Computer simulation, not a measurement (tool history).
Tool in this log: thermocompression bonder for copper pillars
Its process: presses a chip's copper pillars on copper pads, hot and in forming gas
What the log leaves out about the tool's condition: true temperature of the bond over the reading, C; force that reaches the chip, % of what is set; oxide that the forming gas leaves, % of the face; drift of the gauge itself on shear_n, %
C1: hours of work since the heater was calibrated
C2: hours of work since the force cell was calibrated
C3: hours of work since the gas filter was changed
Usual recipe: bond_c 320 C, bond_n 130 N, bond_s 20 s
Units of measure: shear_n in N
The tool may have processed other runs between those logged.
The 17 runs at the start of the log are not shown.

Run 18, hour 120.4: usual settings but bond_c 291 C; C1 343; C2 283; C3 91. Result: shear_n 36.5 N.
Run 19, hour 130: usual settings but bond_s 43 s; C1 350; C2 290; C3 98. Result: shear_n 63.8 N.
Run 20, hour 137.9: usual settings; C1 356; C2 296; C3 104. Result: shear_n 47.2 N.
Run 21, hour 145.1: usual settings but bond_n 129 N, bond_s 18 s; C1 362; C2 301; C3 109. Result: shear_n 44.3 N.
Run 22, hour 155.6: usual settings but bond_n 129 N, bond_s 18 s; C1 369; C2 308; C3 116. Result: shear_n 43.9 N.
Run 23, hour 160.8: usual settings but bond_n 184 N, bond_s 14 s; C1 373; C2 312; C3 120. Result: shear_n 57.1 N.
Run 24, hour 167.3: usual settings but bond_n 98 N; C1 378; C2 317; C3 125. Result: shear_n 36.1 N.
Run 25, hour 177.1: usual settings but bond_c 296 C, bond_s 19 s; C1 385; C2 324; C3 132. Result: shear_n 35.5 N.
Run 26, hour 186.8: usual settings but bond_c 309 C, bond_n 87 N; C1 392; C2 331; C3 139. Result: shear_n 26.8 N.
Run 27, hour 194.4: usual settings but bond_n 124 N; C1 398; C2 337; C3 145. Result: shear_n 43.6 N.
Run 28, hour 200.5: usual settings but bond_c 312 C, bond_n 126 N, bond_s 51 s; C1 402; C2 341; C3 149. Result: shear_n 59.2 N.
Run 29, hour 207.5: usual settings but bond_c 296 C, bond_n 161 N, bond_s 38 s; C1 407; C2 346; C3 154. Result: shear_n 57.4 N.
Run 30, hour 216.9: usual settings but bond_c 327 C; C1 414; C2 353; C3 161. Result: shear_n 49.6 N.
Run 31, hour 227.5: usual settings but bond_c 327 C; C1 422; C2 361; C3 169. Result: shear_n 47.5 N.
Run 32, hour 235.5: usual settings but bond_c 344 C, bond_n 106 N; C1 428; C2 367; C3 175. Result: shear_n 45 N.
Run 33, hour 246.3: usual settings but bond_c 329 C, bond_n 113 N, bond_s 29 s; C1 436; C2 375; C3 183. Result: shear_n 48.3 N.
Run 34, hour 251.7: usual settings but bond_c 304 C, bond_n 123 N, bond_s 50 s; C1 440; C2 379; C3 187. Result: shear_n 52.7 N.
Run 35, hour 260: usual settings but bond_c 304 C, bond_n 123 N, bond_s 50 s; C1 446; C2 385; C3 193. Result: shear_n 53.4 N.
Run 36, hour 267.1: usual settings but bond_c 304 C, bond_n 123 N, bond_s 50 s; C1 451; C2 390; C3 198. Result: shear_n 52.8 N.
Run 37, hour 277.3: usual settings but bond_c 304 C, bond_n 112 N, bond_s 38 s; C1 458; C2 398; C3 206. Result: shear_n 43.7 N.
At hour 278.6: forming gas filter changed.
Run 38, hour 287.5: usual settings but bond_c 304 C, bond_n 112 N, bond_s 50 s; C1 465; C2 405; C3 6. Result: shear_n 49.3 N.
Run 39, hour 293: usual settings but bond_c 304 C, bond_n 112 N, bond_s 50 s; C1 469; C2 409; C3 11. Result: shear_n 51.1 N.

Expected results for the next run?
Run 40, hour 303.2: usual settings but bond_c 336 C, bond_n 168 N, bond_s 50 s; C1 477; C2 416; C3 18. Result: shear_n ?.

shear_n: 87.8 N
Minus the tool's unlogged condition, the same run would have read shear_n 93.1 N.
